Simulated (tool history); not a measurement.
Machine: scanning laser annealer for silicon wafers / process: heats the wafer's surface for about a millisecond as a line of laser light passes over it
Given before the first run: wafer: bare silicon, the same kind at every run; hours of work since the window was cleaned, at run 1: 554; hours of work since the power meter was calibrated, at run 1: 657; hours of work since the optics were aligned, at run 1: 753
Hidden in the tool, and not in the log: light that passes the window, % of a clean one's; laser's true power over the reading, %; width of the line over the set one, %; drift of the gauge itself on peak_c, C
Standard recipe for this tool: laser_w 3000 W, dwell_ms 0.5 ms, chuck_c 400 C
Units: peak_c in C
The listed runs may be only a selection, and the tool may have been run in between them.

run   hour  laser_w  dwell_ms  chuck_c  hours of work since the window was cleaned  hours of work since the power meter was calibrated  hours of work since the optics were aligned  peak_c
  1      0     3000       0.5      400                                         554                                                 657                                          753    1135
  2   27.6     3000       0.5      400                                         572                                                 675                                          770    1131
  3   46.3     3000       0.5      400                                         583                                                 687                                          782    1135
  4   68.7     3000       0.5      400                                         597                                                 701                                          796    1133
  5  105.7     3000       0.5      437                                         621                                                 724                                          819    1167
  6  129.4     3000       0.5      437                                         635                                                 739                                          834    1169
  7  157.1     3000       0.5      437                                         653                                                 756                                          852    1169
  8  185.9     2556       0.5      361                                         671                                                 774                                          870     964
  9  208.1     2857     0.453      374                                         685                                                 788                                          884    1027
 10  241.1     3000       0.5      432                                         705                                                 809                                          904    1160

Run 11, settings as shown, results not yet in. Your forecast:
     260.5  -- window over the wafer cleaned
 11  268.2     3000       0.5      420                                           5                                                 825                                          920       ?

Run 11 yielded peak_c 1151 C.
Were there no unlogged condition in the tool, this run, its random variation unchanged, would have produced peak_c 1151 C.

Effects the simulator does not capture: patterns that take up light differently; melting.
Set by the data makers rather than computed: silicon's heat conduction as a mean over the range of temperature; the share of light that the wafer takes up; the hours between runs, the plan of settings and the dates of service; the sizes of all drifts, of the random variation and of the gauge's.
